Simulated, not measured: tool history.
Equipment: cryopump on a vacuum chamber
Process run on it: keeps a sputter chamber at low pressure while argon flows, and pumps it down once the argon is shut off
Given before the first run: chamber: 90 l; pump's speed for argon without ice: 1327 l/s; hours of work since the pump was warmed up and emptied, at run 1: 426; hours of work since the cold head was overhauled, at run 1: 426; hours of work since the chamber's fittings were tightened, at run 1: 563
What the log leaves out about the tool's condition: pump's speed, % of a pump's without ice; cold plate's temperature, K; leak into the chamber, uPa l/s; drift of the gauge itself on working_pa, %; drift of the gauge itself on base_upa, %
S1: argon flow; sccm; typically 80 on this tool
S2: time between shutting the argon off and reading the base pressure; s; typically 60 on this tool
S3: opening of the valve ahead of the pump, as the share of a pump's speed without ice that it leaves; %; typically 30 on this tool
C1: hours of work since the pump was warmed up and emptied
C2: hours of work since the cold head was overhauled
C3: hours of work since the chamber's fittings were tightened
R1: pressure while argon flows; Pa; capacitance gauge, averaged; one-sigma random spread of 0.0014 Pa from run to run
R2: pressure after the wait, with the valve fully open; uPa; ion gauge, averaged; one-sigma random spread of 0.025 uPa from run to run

run	hour	S1	S2	S3	C1	C2	C3	R1	R2
1	0	80	60	30	426	426	563	0.3571	1.6
2	29.5	62	60	30	441	441	578	0.2737	1.69
3	68.2	62	60	30	460	460	597	0.2778	1.67
4	122.4	80	60	30	487	487	625	0.3547	1.7
5	155.2	80	60	55	504	504	641	0.2029	1.74
6	217.4	80	27	30	535	535	673	0.3578	2.76
7	252.7	80	84	30	553	553	690	0.3586	1.61
8	287.3	80	84	30	571	571	708	0.3605	1.59
9	321.6	80	84	30	588	588	725	0.3607	1.66
10	349.2	80	84	30	602	602	739	0.3602	1.61
11	393.1	80	60	39	624	624	761	0.2823	1.87
# hour 416.4: pump warmed up, emptied and cooled again
12	453.3	80	60	39	19	652	789	0.2619	1.76
13	501.7	80	60	39	43	676	813	0.2645	1.78
14	551.3	80	60	30	68	701	838	0.3468	1.79
15	599.6	80	60	30	92	725	863	0.3464	1.91
16	638.3	80	60	30	112	745	882	0.3424	1.94
17	673.5	80	60	30	130	763	900	0.3468	1.91
18	702.9	80	60	30	144	778	915	0.3471	1.91
19	760.3	80	60	30	173	806	944	0.3456	1.95
20	825.1	80	60	30	206	839	976	0.3467	2
21	853	73	35	30	220	853	990	0.3173	2.54
22	890	73	35	30	239	872	1009	0.3159	2.61
23	954.2	122	23	30	271	904	1041	0.5324	3.41
24	988.9	122	23	30	288	922	1059	0.5389	3.27
25	1048.2	122	23	30	318	952	1089	0.5383	3.28
26	1076.4	48	39	28	333	966	1103	0.225	2.53
27	1112.7	38	21	15	351	984	1121	0.3271	3.64
28	1170.2	69	47	44	380	1013	1150	0.2114	2.4
29	1227.1	80	29	17	409	1042	1179	0.615	3.1
30	1256.8	53	60	30	424	1057	1194	0.2342	2.36
31	1319.4	53	32	59	455	1088	1225	0.1242	2.94
32	1369.5	85	42	33	480	1113	1251	0.3439	2.78
33	1401.1	80	60	26	496	1129	1267	0.41	2.32
34	1449.7	80	60	29	521	1154	1291	0.3681	2.41

3 options for the next run, each taken on its own from the tool as it stands now. Forecast them:
A	1492.2	39	60	19	542	1175	1313	?	?
B	1492.2	80	154	30	542	1175	1313	?	?
C	1492.2	81	175	32	542	1175	1313	?	?

run	R1	R2
A	0.2689	2.59
B	0.3561	1.99
C	0.3446	2
Without the tool's hidden state the same runs would have given:
run	R1	R2
A	0.2598	1.05
B	0.3372	0.52
C	0.3253	0.52

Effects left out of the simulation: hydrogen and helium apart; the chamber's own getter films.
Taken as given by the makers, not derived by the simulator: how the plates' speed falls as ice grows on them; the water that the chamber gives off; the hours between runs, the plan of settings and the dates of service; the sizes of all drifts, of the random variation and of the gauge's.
